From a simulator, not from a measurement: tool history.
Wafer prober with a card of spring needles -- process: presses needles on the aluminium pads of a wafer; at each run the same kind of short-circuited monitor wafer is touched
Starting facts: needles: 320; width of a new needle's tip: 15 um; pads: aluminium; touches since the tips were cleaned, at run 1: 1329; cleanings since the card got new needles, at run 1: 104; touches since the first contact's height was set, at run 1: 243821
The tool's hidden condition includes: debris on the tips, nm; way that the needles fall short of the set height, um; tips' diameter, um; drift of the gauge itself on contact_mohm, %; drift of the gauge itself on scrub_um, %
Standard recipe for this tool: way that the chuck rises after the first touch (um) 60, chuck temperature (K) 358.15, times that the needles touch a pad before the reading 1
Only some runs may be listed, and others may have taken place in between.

run,hour,way that the chuck rises after the first touch (um),chuck temperature (K),times that the needles touch a pad before the reading,touches since the tips were cleaned,cleanings since the card got new needles,touches since the first contact's height was set,resistance of one needle with its contact and lead (mohm),way that a needle slides on the pad (um)
1,0.0,60,358.15,1,1329,104,243821,206,8.31
# hour 4.0: height of the first contact set anew
# hour 15.1: tips cleaned on abrasive film
# hour 29.8: tips cleaned on abrasive film
# hour 48.2: tips cleaned on abrasive film
# hour 63.0: tips cleaned on abrasive film
# hour 81.4: tips cleaned on abrasive film
# hour 99.7: tips cleaned on abrasive film
2,99.7,60,358.15,1,0,110,50749,210,8.29
# hour 118.1: tips cleaned on abrasive film
# hour 136.5: tips cleaned on abrasive film
3,144.3,70,358.15,1,4159,112,74463,204,9.65
# hour 151.8: tips cleaned on abrasive film
# hour 170.2: tips cleaned on abrasive film
# hour 188.6: tips cleaned on abrasive film
# hour 207.0: tips cleaned on abrasive film
# hour 225.5: tips cleaned on abrasive film
# hour 242.4: tips cleaned on abrasive film
4,242.4,70,358.15,1,0,118,126462,204,9.78
# hour 260.8: tips cleaned on abrasive film
# hour 275.6: tips cleaned on abrasive film
# hour 294.0: tips cleaned on abrasive film
5,301.4,60,358.15,1,3975,121,157815,210,8.32
# hour 308.9: tips cleaned on abrasive film
# hour 327.3: tips cleaned on abrasive film
# hour 343.2: tips cleaned on abrasive film
6,343.2,60,358.15,1,0,124,179930,206,8.36
# hour 357.9: tips cleaned on abrasive film
# hour 376.4: tips cleaned on abrasive film
# hour 394.8: tips cleaned on abrasive film
7,403.0,43,362.15,3,4386,127,211696,217,6.04
# hour 410.5: tips cleaned on abrasive film
# hour 425.2: tips cleaned on abrasive film
# hour 443.6: tips cleaned on abrasive film
# hour 462.1: tips cleaned on abrasive film
# hour 466.0: height of the first contact set anew
# hour 480.8: tips cleaned on abrasive film
8,484.2,47,358.15,1,1827,132,9650,210,6.60
# hour 499.0: tips cleaned on abrasive film
# hour 517.4: tips cleaned on abrasive film
# hour 535.8: tips cleaned on abrasive film
9,536.2,47,358.15,1,191,135,37220,213,6.57
# hour 550.9: tips cleaned on abrasive film
# hour 569.4: tips cleaned on abrasive film
# hour 587.8: tips cleaned on abrasive film
# hour 606.2: tips cleaned on abrasive film
10,613.3,68,331.15,2,3776,139,78149,197,9.60

Across each entry between runs, compare the hidden state at the last listed run before it with the hidden state at the first listed run after it:
Logged between run 1 and run 2: height of the first contact set anew (hour 4.0); tips cleaned on abrasive film (hour 15.1); tips cleaned on abrasive film (hour 29.8); tips cleaned on abrasive film (hour 48.2); tips cleaned on abrasive film (hour 63.0); tips cleaned on abrasive film (hour 81.4); tips cleaned on abrasive film (hour 99.7)
  debris on the tips, nm: 0.1 -> 0; way that the needles fall short of the set height, um: 0.01 -> 0; drift of the gauge itself on scrub_um, %: 0 -> 0.23
  measured value less the no-hidden-state value, way that a needle slides on the pad (um): +0.00 -> +0.02
Logged between run 2 and run 3: tips cleaned on abrasive film (hour 118.1); tips cleaned on abrasive film (hour 136.5)
  debris on the tips, nm: 0 -> 0.3; drift of the gauge itself on scrub_um, %: 0.23 -> 0.34
  measured value less the no-hidden-state value, way that a needle slides on the pad (um): +0.02 -> +0.04
Logged between run 3 and run 4: tips cleaned on abrasive film (hour 151.8); tips cleaned on abrasive film (hour 170.2); tips cleaned on abrasive film (hour 188.6); tips cleaned on abrasive film (hour 207.0); tips cleaned on abrasive film (hour 225.5); tips cleaned on abrasive film (hour 242.4)
  debris on the tips, nm: 0.3 -> 0; drift of the gauge itself on scrub_um, %: 0.34 -> 0.57
  measured value less the no-hidden-state value, way that a needle slides on the pad (um): +0.04 -> +0.05
Logged between run 4 and run 5: tips cleaned on abrasive film (hour 260.8); tips cleaned on abrasive film (hour 275.6); tips cleaned on abrasive film (hour 294.0)
  debris on the tips, nm: 0 -> 0.3; way that the needles fall short of the set height, um: 0 -> 0.01; tips' diameter, um: 15.01 -> 15.02; drift of the gauge itself on scrub_um, %: 0.57 -> 0.71
  measured value less the no-hidden-state value, way that a needle slides on the pad (um): +0.05 -> +0.06
Logged between run 5 and run 6: tips cleaned on abrasive film (hour 308.9); tips cleaned on abrasive film (hour 327.3); tips cleaned on abrasive film (hour 343.2)
  debris on the tips, nm: 0.3 -> 0; drift of the gauge itself on scrub_um, %: 0.71 -> 0.81
  measured value less the no-hidden-state value, way that a needle slides on the pad (um): +0.06 -> +0.07
Logged between run 6 and run 7: tips cleaned on abrasive film (hour 357.9); tips cleaned on abrasive film (hour 376.4); tips cleaned on abrasive film (hour 394.8)
  debris on the tips, nm: 0 -> 0.3; drift of the gauge itself on scrub_um, %: 0.81 -> 0.95
  measured value less the no-hidden-state value, way that a needle slides on the pad (um): +0.07 -> +0.05
Logged between run 7 and run 8: tips cleaned on abrasive film (hour 410.5); tips cleaned on abrasive film (hour 425.2); tips cleaned on abrasive film (hour 443.6); tips cleaned on abrasive film (hour 462.1); height of the first contact set anew (hour 466.0); tips cleaned on abrasive film (hour 480.8)
  debris on the tips, nm: 0.3 -> 0.2; way that the needles fall short of the set height, um: 0.01 -> 0; drift of the gauge itself on scrub_um, %: 0.95 -> 1.14
  measured value less the no-hidden-state value, way that a needle slides on the pad (um): +0.05 -> +0.07
Logged between run 8 and run 9: tips cleaned on abrasive film (hour 499.0); tips cleaned on abrasive film (hour 517.4); tips cleaned on abrasive film (hour 535.8)
  debris on the tips, nm: 0.2 -> 0; drift of the gauge itself on scrub_um, %: 1.14 -> 1.26
  measured value less the no-hidden-state value, way that a needle slides on the pad (um): +0.07 -> +0.08
Logged between run 9 and run 10: tips cleaned on abrasive film (hour 550.9); tips cleaned on abrasive film (hour 569.4); tips cleaned on abrasive film (hour 587.8); tips cleaned on abrasive film (hour 606.2)
  debris on the tips, nm: 0 -> 0.3; drift of the gauge itself on scrub_um, %: 1.26 -> 1.44
  measured value less the no-hidden-state value, way that a needle slides on the pad (um): +0.08 -> +0.14
